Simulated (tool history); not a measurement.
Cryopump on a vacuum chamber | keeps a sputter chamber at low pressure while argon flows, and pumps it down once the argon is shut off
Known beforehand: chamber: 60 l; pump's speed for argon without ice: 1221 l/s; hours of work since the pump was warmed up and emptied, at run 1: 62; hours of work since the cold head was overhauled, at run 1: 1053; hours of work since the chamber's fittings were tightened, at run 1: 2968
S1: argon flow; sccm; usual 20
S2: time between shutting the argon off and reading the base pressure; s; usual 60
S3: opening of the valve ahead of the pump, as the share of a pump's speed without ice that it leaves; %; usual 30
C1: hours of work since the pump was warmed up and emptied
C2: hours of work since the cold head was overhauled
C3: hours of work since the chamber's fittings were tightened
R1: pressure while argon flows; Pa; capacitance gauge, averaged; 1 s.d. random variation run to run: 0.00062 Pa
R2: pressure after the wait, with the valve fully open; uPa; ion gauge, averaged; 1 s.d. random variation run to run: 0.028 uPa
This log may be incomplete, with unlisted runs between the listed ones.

{"run": 1, "hour": 0.0, "S1": 20, "S2": 60, "S3": 30, "C1": 62, "C2": 1053, "C3": 2968, "R1": 0.0932, "R2": 2.51}
{"run": 2, "hour": 77.2, "S1": 20, "S2": 60, "S3": 30, "C1": 111, "C2": 1103, "C3": 3017, "R1": 0.0934, "R2": 2.53}
{"run": 3, "hour": 173.1, "S1": 20, "S2": 60, "S3": 30, "C1": 172, "C2": 1164, "C3": 3078, "R1": 0.0943, "R2": 2.55}
{"run": 4, "hour": 277.6, "S1": 20, "S2": 60, "S3": 30, "C1": 239, "C2": 1230, "C3": 3145, "R1": 0.0946, "R2": 2.71}
{"run": 5, "hour": 359.1, "S1": 20, "S2": 60, "S3": 30, "C1": 291, "C2": 1282, "C3": 3197, "R1": 0.0964, "R2": 2.7}
{"run": 6, "hour": 448.8, "S1": 20, "S2": 60, "S3": 30, "C1": 348, "C2": 1339, "C3": 3254, "R1": 0.0967, "R2": 2.78}
{"run": 7, "hour": 494.1, "S1": 20, "S2": 60, "S3": 30, "C1": 377, "C2": 1368, "C3": 3283, "R1": 0.0983, "R2": 2.87}
{"run": 8, "hour": 592.1, "S1": 20, "S2": 60, "S3": 30, "C1": 439, "C2": 1430, "C3": 3345, "R1": 0.098, "R2": 2.9}
{"run": 9, "hour": 702.7, "S1": 20, "S2": 60, "S3": 30, "C1": 510, "C2": 1501, "C3": 3416, "R1": 0.0982, "R2": 3.03}
{"run": 10, "hour": 765.4, "S1": 20, "S2": 60, "S3": 30, "C1": 550, "C2": 1541, "C3": 3456, "R1": 0.0985, "R2": 2.97}
{"run": 11, "hour": 864.4, "S1": 20, "S2": 60, "S3": 30, "C1": 613, "C2": 1604, "C3": 3519, "R1": 0.1001, "R2": 3.11}
{"run": 12, "hour": 956.4, "S1": 20, "S2": 60, "S3": 30, "C1": 671, "C2": 1662, "C3": 3577, "R1": 0.1022, "R2": 3.12}
{"run": 13, "hour": 1001.5, "S1": 20, "S2": 60, "S3": 30, "C1": 700, "C2": 1691, "C3": 3606, "R1": 0.1012, "R2": 3.15}
{"run": 14, "hour": 1073.0, "S1": 20, "S2": 60, "S3": 30, "C1": 746, "C2": 1737, "C3": 3651, "R1": 0.1036, "R2": 3.24}
{"run": 15, "hour": 1164.5, "S1": 20, "S2": 60, "S3": 30, "C1": 804, "C2": 1795, "C3": 3710, "R1": 0.1031, "R2": 3.38}
{"run": 16, "hour": 1227.8, "S1": 20, "S2": 60, "S3": 30, "C1": 844, "C2": 1835, "C3": 3750, "R1": 0.1046, "R2": 3.44}
{"run": 17, "hour": 1298.9, "S1": 20, "S2": 60, "S3": 30, "C1": 890, "C2": 1881, "C3": 3795, "R1": 0.105, "R2": 3.6}
{"run": 18, "hour": 1372.4, "S1": 10, "S2": 60, "S3": 31, "C1": 936, "C2": 1927, "C3": 3842, "R1": 0.0521, "R2": 3.61}
{"hour": 1384.0, "done": "pump warmed up, emptied and cooled again"}
{"hour": 1386.0, "done": "leaking fittings of the chamber tightened, without venting"}
{"run": 19, "hour": 1476.4, "S1": 8, "S2": 284, "S3": 37, "C1": 58, "C2": 1989, "C3": 58, "R1": 0.0301, "R2": 0.52}
{"run": 20, "hour": 1542.8, "S1": 20, "S2": 26, "S3": 36, "C1": 100, "C2": 2032, "C3": 100, "R1": 0.0781, "R2": 2.77}
{"run": 21, "hour": 1630.1, "S1": 12, "S2": 116, "S3": 15, "C1": 155, "C2": 2087, "C3": 155, "R1": 0.1111, "R2": 0.91}
{"run": 22, "hour": 1741.1, "S1": 20, "S2": 36, "S3": 30, "C1": 226, "C2": 2158, "C3": 226, "R1": 0.0952, "R2": 2.16}
{"run": 23, "hour": 1835.3, "S1": 35, "S2": 35, "S3": 25, "C1": 286, "C2": 2218, "C3": 286, "R1": 0.2, "R2": 2.23}
{"run": 24, "hour": 1895.8, "S1": 35, "S2": 35, "S3": 25, "C1": 325, "C2": 2256, "C3": 325, "R1": 0.1981, "R2": 2.35}
{"run": 25, "hour": 1963.0, "S1": 12, "S2": 35, "S3": 44, "C1": 368, "C2": 2299, "C3": 368, "R1": 0.0395, "R2": 2.28}
{"run": 26, "hour": 2041.0, "S1": 9, "S2": 154, "S3": 30, "C1": 417, "C2": 2349, "C3": 417, "R1": 0.044, "R2": 0.89}
{"run": 27, "hour": 2151.7, "S1": 9, "S2": 154, "S3": 30, "C1": 488, "C2": 2419, "C3": 488, "R1": 0.0446, "R2": 0.93}
{"run": 28, "hour": 2254.2, "S1": 9, "S2": 33, "S3": 30, "C1": 553, "C2": 2485, "C3": 553, "R1": 0.0457, "R2": 2.47}
{"run": 29, "hour": 2309.4, "S1": 28, "S2": 153, "S3": 19, "C1": 588, "C2": 2520, "C3": 588, "R1": 0.2172, "R2": 1.02}
{"run": 30, "hour": 2388.9, "S1": 19, "S2": 27, "S3": 46, "C1": 639, "C2": 2570, "C3": 639, "R1": 0.0646, "R2": 2.96}

Run 31 is up next; what results do you expect?
{"run": 31, "hour": 2481.7, "S1": 19, "S2": 27, "S3": 46, "C1": 698, "C2": 2629, "C3": 698, "R1": "?", "R2": "?"}

{"run 31": {"R1": 0.0656, "R2": 3.14}}
With the hidden condition absent and the run-to-run variation left alone, this run would have shown R1 0.0567 Pa, R2 2.7 uPa.
